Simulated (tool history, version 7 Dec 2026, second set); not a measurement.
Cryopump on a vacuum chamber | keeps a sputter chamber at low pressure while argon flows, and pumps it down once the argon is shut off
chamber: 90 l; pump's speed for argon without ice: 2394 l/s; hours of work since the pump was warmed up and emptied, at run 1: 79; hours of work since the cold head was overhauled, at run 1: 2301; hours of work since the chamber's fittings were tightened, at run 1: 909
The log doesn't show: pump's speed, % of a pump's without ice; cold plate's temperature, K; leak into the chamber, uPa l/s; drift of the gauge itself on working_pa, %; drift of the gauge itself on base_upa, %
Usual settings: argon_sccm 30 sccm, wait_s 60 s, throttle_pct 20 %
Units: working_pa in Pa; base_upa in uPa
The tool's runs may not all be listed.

run	hour	argon_sccm	wait_s	throttle_pct	hours of work since the pump was warmed up and emptied	hours of work since the cold head was overhauled	hours of work since the chamber's fittings were tightened	working_pa	base_upa
1	0	30	60	20	79	2301	909	0.1077	1.48
2	46.1	30	60	18	120	2342	949	0.1197	1.48
3	83.7	30	53	20	153	2375	982	0.1086	1.64
4	140.2	30	60	30	202	2424	1032	0.0742	1.57
5	177.5	30	60	20	235	2457	1065	0.1099	1.57
6	238.5	30	60	20	289	2511	1118	0.1109	1.67
# hour 302.4: pump warmed up, emptied and cooled again
7	311.4	30	60	20	8	2570	1178	0.1068	1.54
# hour 352.5: leaking fittings of the chamber tightened, without venting
8	364.2	30	60	20	53	2615	10	0.1064	1.12
9	403.1	30	60	20	87	2649	44	0.1086	1.19
10	445.8	30	60	20	124	2686	82	0.1088	1.16
11	481.8	17	60	20	156	2718	114	0.0615	1.2
12	545.5	24	60	20	212	2774	169	0.0882	1.24
13	611.7	24	60	41	270	2832	228	0.0458	1.26
14	660.8	24	60	32	313	2875	271	0.057	1.26
# hour 699.7: pump warmed up, emptied and cooled again
15	716.1	30	60	33	14	2920	315	0.0644	1.25
16	764.2	30	60	33	57	2962	357	0.0655	1.29
17	802.2	30	60	33	90	2995	391	0.066	1.32
18	855.7	30	117	43	137	3042	438	0.0522	0.82
19	929.7	31	41	44	202	3107	503	0.0534	1.85

Forecast run 20:
20	1000.6	27	265	36	264	3169	565	?	?

{"run 20": {"working_pa": 0.0579, "base_upa": 0.6}}
Without the tool's hidden state the same run would have given working_pa 0.053 Pa, base_upa 0.33 uPa.
